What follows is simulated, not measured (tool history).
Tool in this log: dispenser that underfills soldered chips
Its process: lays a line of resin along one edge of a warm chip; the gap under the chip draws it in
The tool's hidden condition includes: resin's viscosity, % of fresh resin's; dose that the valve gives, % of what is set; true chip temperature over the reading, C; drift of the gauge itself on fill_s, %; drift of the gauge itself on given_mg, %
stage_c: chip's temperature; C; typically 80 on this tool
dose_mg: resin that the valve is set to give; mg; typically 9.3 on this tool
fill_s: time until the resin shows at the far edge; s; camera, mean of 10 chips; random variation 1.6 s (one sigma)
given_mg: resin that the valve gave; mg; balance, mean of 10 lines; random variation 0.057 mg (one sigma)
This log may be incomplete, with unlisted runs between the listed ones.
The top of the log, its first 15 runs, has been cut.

run   hour  stage_c  dose_mg  hours of work since the syringe was changed  hours of work since the valve was cleaned  hours of work since the stage was calibrated  fill_s  given_mg
 16  143.6       77      9.3                                            9                                         78                                           216   287.7      8.73
     144.9  -- new syringe of resin
 17  156.1       75      9.3                                            8                                         88                                           225   294.9      8.62
     158.4  -- new syringe of resin
 18  169.9       78    10.59                                            9                                         98                                           235   270.4      9.94
     172.4  -- new syringe of resin
 19    178       73    11.65                                            4                                        104                                           241     261     10.82
       186  -- new syringe of resin
 20  190.8       80     9.06                                            4                                        113                                           251   204.1      8.32
     200.5  -- new syringe of resin
 21  203.1       73     8.16                                            2                                        122                                           260   242.1      7.42
 22  210.6       73     8.16                                            8                                        128                                           265   326.1      7.44
     214.5  -- new syringe of resin
 23  220.3       74    10.97                                            4                                        135                                           272   255.9      9.89
 24  226.6       79    10.46                                            9                                        140                                           277   271.5      9.24
     228.1  -- new syringe of resin
 25    234       79     8.03                                            4                                        145                                           282   231.4      7.18
     239.7  -- dispensing valve cleaned and set on the balance
     242.9  -- new syringe of resin
 26  243.9       89    11.74                                            1                                          3                                           289   133.6     11.71
 27  253.1       89    11.74                                            8                                         10                                           296   184.4     11.62
     257.3  -- new syringe of resin
 28  259.6       89    11.74                                            2                                         14                                           301   134.5     11.48
     271.2  -- new syringe of resin
 29  273.3       67    11.45                                            2                                         25                                           311   282.5     11.19
 30  283.4       76    11.98                                            9                                         32                                           318   309.8     11.59
     285.1  -- new syringe of resin
 31    293       75    10.86                                            6                                         39                                           325   266.2     10.57
     298.6  -- new syringe of resin
 32  305.8       77     8.04                                            5                                         49                                           335   253.2       7.8
     312.5  -- new syringe of resin
 33  316.3       72     9.07                                            3                                         56                                           342   262.2      8.72
     325.9  -- new syringe of resin
 34  327.8       72     9.07                                            1                                         65                                           351   247.5      8.67

Below are 3 alternative next runs, each starting from the tool's condition after run 34. Predict each:
     339.6  -- new syringe of resin
  A  340.4       65    11.14                                            1                                         74                                           360       ?         ?
     339.6  -- new syringe of resin
  B  340.4       72     9.91                                            1                                         74                                           360       ?         ?
     339.6  -- new syringe of resin
  C  340.4       78    10.83                                            1                                         74                                           360       ?         ?

run  fill_s  given_mg
  A   297.6     10.57
  B   235.6      9.39
  C   190.9     10.24
Without the tool's hidden state the same runs would have given:
run  fill_s  given_mg
  A   261.7     11.16
  B   207.3      9.91
  C   168.7     10.81

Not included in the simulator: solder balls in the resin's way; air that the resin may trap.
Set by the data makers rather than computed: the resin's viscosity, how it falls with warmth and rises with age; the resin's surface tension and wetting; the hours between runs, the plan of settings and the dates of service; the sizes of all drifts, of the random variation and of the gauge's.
